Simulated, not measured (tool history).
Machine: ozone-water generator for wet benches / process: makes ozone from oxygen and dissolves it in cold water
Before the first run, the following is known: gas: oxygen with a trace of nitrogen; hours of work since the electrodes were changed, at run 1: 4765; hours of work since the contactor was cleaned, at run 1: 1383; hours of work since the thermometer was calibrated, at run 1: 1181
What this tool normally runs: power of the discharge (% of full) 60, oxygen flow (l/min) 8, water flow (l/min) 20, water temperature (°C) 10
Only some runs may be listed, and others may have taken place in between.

run      day  power of the discharge (% of full)  oxygen flow (l/min)  water flow (l/min)  water temperature (°C)  hours of work since the electrodes were changed  hours of work since the contactor was cleaned  hours of work since the thermometer was calibrated  dissolved ozone (ppm)  ozone in the gas ahead of the water (g/m3)
  1        0                                  60                    8                  20                      10                                             4765                                           1383                                                1181                   17.9                                       140.9
  2    4.296                                  60                    8                  20                      10                                             4834                                           1452                                                1250                   17.8                                       139.4
  3    9.938                                  60                    8                  20                      10                                             4925                                           1543                                                1341                   17.7                                       138.9
  4   15.338                                  60                    8                  20                      10                                             5012                                           1629                                                1428                   17.6                                       137.9
  5   19.133                                  60                    8                  20                      10                                             5073                                           1691                                                1489                   17.3                                       137.4
  6   25.667                                  60                    8                  20                      10                                             5178                                           1796                                                1594                   17.3                                       138.5
  7   29.104                                  60                    8                  30                      10                                             5234                                           1851                                                1649                   12.7                                       137.1
  8   35.079                                  60                    8                  30                      10                                             5330                                           1947                                                1745                   12.6                                       135.8
  9   40.054                                  60                    8                  30                      10                                             5410                                           2027                                                1825                   12.8                                       135.9
 10   47.383                                  60                    8                  20                      10                                             5528                                           2145                                                1943                   16.9                                       136.1
 11   53.367                                  60                    8                  20                      10                                             5624                                           2242                                                2040                   16.7                                       136.3
 12   59.033                                  60                    8                  20                      10                                             5715                                           2333                                                2131                   16.7                                       134.7
 13   64.383                                  60                    8                  20                      10                                             5801                                           2419                                                2217                   16.5                                       132.8
 14   71.954                                  60                    8                  20                      10                                             5923                                           2541                                                2339                   16.5                                       132.6
      75.238  -- contactor cleaned
 15   77.054                                  60                    8                  20                      10                                             6003                                             29                                                2418                   17.1                                       133.3
 16   85.438                                  60                    8                  13                      10                                             6138                                            164                                                2553                     22                                       132.5
 17   89.742                                  64                  5.2                  16                       6                                             6207                                            233                                                2622                   20.6                                       165.5
 18     97.9                                  64                  5.2                  16                       6                                             6338                                            365                                                2754                   20.4                                       161.7
 19  102.621                                  64                 9.71                  17                       6                                             6414                                            441                                                2830                   20.5                                       122.4
 20  106.504                                  55                 6.01                  17                       6                                             6477                                            503                                                2892                   18.7                                       141.8
 21  111.946                                  51                 8.87                  17                       6                                             6564                                            591                                                2980                   18.3                                       114.8
 22  116.379                                  80                    8                  15                      10                                             6636                                            662                                                3051                   22.1                                       145.5
 23  120.183                                  61                10.39                  18                       6                                             6697                                            723                                                3112                   18.7                                       115.6
 24  126.375                                  60                11.45                  15                      10                                             6796                                            823                                                3212                   19.2                                       108.1
 25  133.408                                  60                11.45                  18                      10                                             6910                                            936                                                3325                   17.2                                       107.8
 26  140.508                                  60                11.45                  18                      10                                             7024                                           1050                                                3439                   17.1                                       106.6
 27  146.338                                  60                11.45                  18                      10                                             7118                                           1144                                                3533                   16.8                                       106.4
 28  150.329                                  60                11.45                  18                      10                                             7182                                           1208                                                3597                   16.8                                       105.2
     152.433  -- water thermometer calibrated
 29  154.367                                  60                11.45                  18                      16                                             7247                                           1273                                                  31                   14.8                                       106.4
 30  160.321                                 100                    8                  20                      10                                             7342                                           1369                                                 127                   19.3                                       152.1
 31  165.096                                 100                    8                  20                      10                                             7419                                           1446                                                 204                   19.2                                       152.1

Results per run with the tool's hidden condition removed, run-to-run variation unchanged:
Hidden state present: yield of the discharge, % of new electrodes'; contactor's efficiency, % of a clean one's; true water temperature over the reading, C; drift of the gauge itself on ozone_ppm, %; drift of the gauge itself on gas_g_m3, %.
run  dissolved ozone (ppm)  ozone in the gas ahead of the water (g/m3)
  1                   22.3                                       170.9
  2                   22.3                                       169.7
  3                   22.3                                         170
  4                   22.3                                       169.3
  5                   22.1                                       169.4
  6                   22.1                                       171.4
  7                   16.3                                       170.1
  8                   16.3                                       169.3
  9                   16.6                                       170.2
 10                   22.1                                       171.2
 11                     22                                       172.1
 12                   22.1                                       170.9
 13                   22.1                                       169.2
 14                   22.3                                       170.1
 15                   22.3                                       171.4
 16                     29                                       171.6
 17                   27.5                                       217.1
 18                   27.4                                         214
 19                   27.7                                       162.6
 20                   24.8                                       184.6
 21                   24.1                                       148.2
 22                   31.6                                       201.9
 23                   25.7                                       154.2
 24                   26.4                                       144.8
 25                     24                                       145.1
 26                     24                                       144.6
 27                   23.7                                       144.7
 28                   23.9                                       143.7
 29                   20.8                                       145.4
 30                   29.9                                       228.3
 31                   29.9                                       229.4
